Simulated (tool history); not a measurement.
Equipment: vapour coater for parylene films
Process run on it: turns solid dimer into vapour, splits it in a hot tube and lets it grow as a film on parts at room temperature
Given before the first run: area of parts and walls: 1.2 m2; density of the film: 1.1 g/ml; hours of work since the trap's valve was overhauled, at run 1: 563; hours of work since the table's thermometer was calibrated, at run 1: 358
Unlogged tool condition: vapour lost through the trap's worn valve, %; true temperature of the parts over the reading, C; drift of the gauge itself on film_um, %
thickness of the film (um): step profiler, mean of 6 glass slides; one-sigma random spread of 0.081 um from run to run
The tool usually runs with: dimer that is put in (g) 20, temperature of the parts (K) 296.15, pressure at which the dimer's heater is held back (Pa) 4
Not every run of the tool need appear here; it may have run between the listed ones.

| run | hour | dimer that is put in (g) | temperature of the parts (K) | pressure at which the dimer's heater is held back (Pa) | hours of work since the trap's valve was overhauled | hours of work since the table's thermometer was calibrated | thickness of the film (um) |
|---|---|---|---|---|---|---|---|
| 1 | 0 | 20 | 296.15 | 4 | 563 | 358 | 9.81 |
| 2 | 13.2 | 20 | 296.15 | 4 | 572 | 367 | 9.71 |
| 3 | 33.8 | 20 | 296.15 | 4 | 587 | 381 | 9.82 |
| 4 | 48.4 | 20 | 296.15 | 4 | 597 | 392 | 9.74 |
| 5 | 59.7 | 20 | 296.15 | 8.4 | 605 | 400 | 8.49 |
| 6 | 72.9 | 20 | 296.15 | 4 | 614 | 409 | 9.83 |
| 7 | 94.1 | 20 | 296.15 | 4 | 629 | 424 | 9.86 |
| 8 | 102.9 | 20 | 296.15 | 9.22 | 635 | 430 | 8.41 |
| 9 | 123.8 | 20 | 296.15 | 9.22 | 650 | 444 | 8.3 |
|  | 144.8 | trap's valve overhauled |
| 10 | 144.8 | 20 | 296.15 | 9.22 | 0 | 456 | 8.23 |
| 11 | 165.4 | 9 | 303.15 | 2.27 | 14 | 471 | 4.32 |
| 12 | 179.4 | 8 | 294.15 | 8.55 | 24 | 481 | 3.55 |
| 13 | 189.5 | 32 | 299.15 | 3.97 | 31 | 488 | 14.74 |
| 14 | 206.3 | 32 | 299.15 | 3.97 | 43 | 499 | 14.62 |
| 15 | 219.6 | 20 | 302.15 | 4 | 52 | 509 | 8.65 |
| 16 | 233.6 | 11 | 293.15 | 4 | 62 | 519 | 5.8 |

Below are 5 alternative next runs, each starting from the tool's condition after run 16. Predict each:
| A | 248.8 | 20 | 296.15 | 4.87 | 73 | 529 | ? |
| B | 248.8 | 23 | 293.15 | 8.33 | 73 | 529 | ? |
| C | 248.8 | 11 | 289.15 | 4 | 73 | 529 | ? |
| D | 248.8 | 20 | 296.15 | 8.1 | 73 | 529 | ? |
| E | 248.8 | 16 | 296.15 | 2.28 | 73 | 529 | ? |

| run | thickness of the film (um) |
|---|---|
| A | 9.54 |
| B | 10.5 |
| C | 6.33 |
| D | 8.34 |
| E | 8.76 |
With the hidden condition removed and each run's random variation left untouched, the same runs would have given:
| run | thickness of the film (um) |
|---|---|
| A | 9.56 |
| B | 10.52 |
| C | 6.35 |
| D | 8.36 |
| E | 8.78 |

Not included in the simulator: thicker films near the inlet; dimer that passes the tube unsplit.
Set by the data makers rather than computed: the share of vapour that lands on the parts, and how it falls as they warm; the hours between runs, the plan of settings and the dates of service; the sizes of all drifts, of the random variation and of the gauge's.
